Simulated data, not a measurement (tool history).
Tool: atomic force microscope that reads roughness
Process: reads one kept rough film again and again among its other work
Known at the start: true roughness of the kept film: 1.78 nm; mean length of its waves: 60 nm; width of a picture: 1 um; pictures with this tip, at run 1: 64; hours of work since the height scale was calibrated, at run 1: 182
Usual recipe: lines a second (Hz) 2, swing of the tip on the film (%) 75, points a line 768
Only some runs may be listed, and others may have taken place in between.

| run | hour | lines a second (Hz) | swing of the tip on the film (%) | points a line | pictures with this tip | hours of work since the height scale was calibrated | roughness of the kept film (nm (root mean square)) |
|---|---|---|---|---|---|---|---|
| 1 | 0 | 2 | 75 | 768 | 64 | 182 | 1.585 |
| 2 | 8.7 | 2 | 75 | 768 | 75 | 185 | 1.584 |
| 3 | 23.7 | 2 | 75 | 755 | 93 | 192 | 1.584 |
| 4 | 38.5 | 2 | 75 | 781 | 111 | 198 | 1.58 |
| 5 | 49.3 | 2 | 75 | 781 | 124 | 202 | 1.577 |
| 6 | 63.8 | 2 | 74 | 781 | 142 | 208 | 1.581 |
| 7 | 77.1 | 2 | 74 | 781 | 158 | 214 | 1.575 |
| 8 | 87.7 | 2 | 74 | 781 | 171 | 218 | 1.571 |
| 9 | 96.7 | 2 | 74 | 781 | 182 | 222 | 1.568 |
|  | 100.8 | new tip fitted |
| 10 | 108.1 | 2 | 74 | 781 | 9 | 226 | 1.609 |
|  | 110.2 | height scale calibrated on a step standard |
| 11 | 123.3 | 2 | 75 | 768 | 26 | 5 | 1.6 |
| 12 | 133.2 | 3.85 | 75 | 768 | 38 | 10 | 1.472 |
| 13 | 148.1 | 3.85 | 75 | 768 | 56 | 16 | 1.47 |
|  | 162.7 | height scale calibrated on a step standard, once more |
| 14 | 166.4 | 3.85 | 75 | 768 | 77 | 2 | 1.459 |
| 15 | 179.3 | 3.85 | 75 | 768 | 93 | 7 | 1.449 |
| 16 | 190.1 | 0.84 | 75 | 804 | 106 | 11 | 1.664 |
| 17 | 204.5 | 2 | 59 | 768 | 124 | 17 | 1.667 |
| 18 | 216.4 | 2.96 | 62 | 768 | 138 | 22 | 1.611 |
| 19 | 223.9 | 0.72 | 86 | 768 | 147 | 25 | 1.624 |
| 20 | 239 | 0.72 | 86 | 768 | 165 | 32 | 1.615 |
| 21 | 252.7 | 0.72 | 86 | 768 | 182 | 37 | 1.615 |
|  | 256.8 | new tip fitted |
| 22 | 261.4 | 1.5 | 78 | 614 | 5 | 41 | 1.617 |
| 23 | 273.9 | 1.5 | 78 | 614 | 20 | 46 | 1.613 |
| 24 | 286.6 | 1.5 | 78 | 308 | 36 | 51 | 1.602 |
| 25 | 295.8 | 1.5 | 78 | 308 | 47 | 55 | 1.604 |
| 26 | 310 | 1.5 | 78 | 308 | 64 | 61 | 1.601 |
| 27 | 323.7 | 1.5 | 78 | 308 | 81 | 66 | 1.598 |
| 28 | 332.4 | 3.61 | 75 | 376 | 91 | 70 | 1.471 |
| 29 | 348.8 | 1.7 | 69 | 474 | 111 | 77 | 1.631 |
| 30 | 361 | 1.7 | 69 | 474 | 126 | 82 | 1.624 |

Each row is a separate what-if for the run after 30, all from the same tool condition, not one after another. Results?
| A | 373.6 | 1.02 | 75 | 768 | 141 | 87 | ? |
| B | 373.6 | 0.61 | 75 | 768 | 141 | 87 | ? |
| C | 373.6 | 2 | 75 | 954 | 141 | 87 | ? |

| run | roughness of the kept film (nm (root mean square)) |
|---|---|
| A | 1.64 |
| B | 1.672 |
| C | 1.568 |
Take away the tool's hidden state, keep each run's random variation, and the runs would have read:
| run | roughness of the kept film (nm (root mean square)) |
|---|---|
| A | 1.675 |
| B | 1.708 |
| C | 1.602 |

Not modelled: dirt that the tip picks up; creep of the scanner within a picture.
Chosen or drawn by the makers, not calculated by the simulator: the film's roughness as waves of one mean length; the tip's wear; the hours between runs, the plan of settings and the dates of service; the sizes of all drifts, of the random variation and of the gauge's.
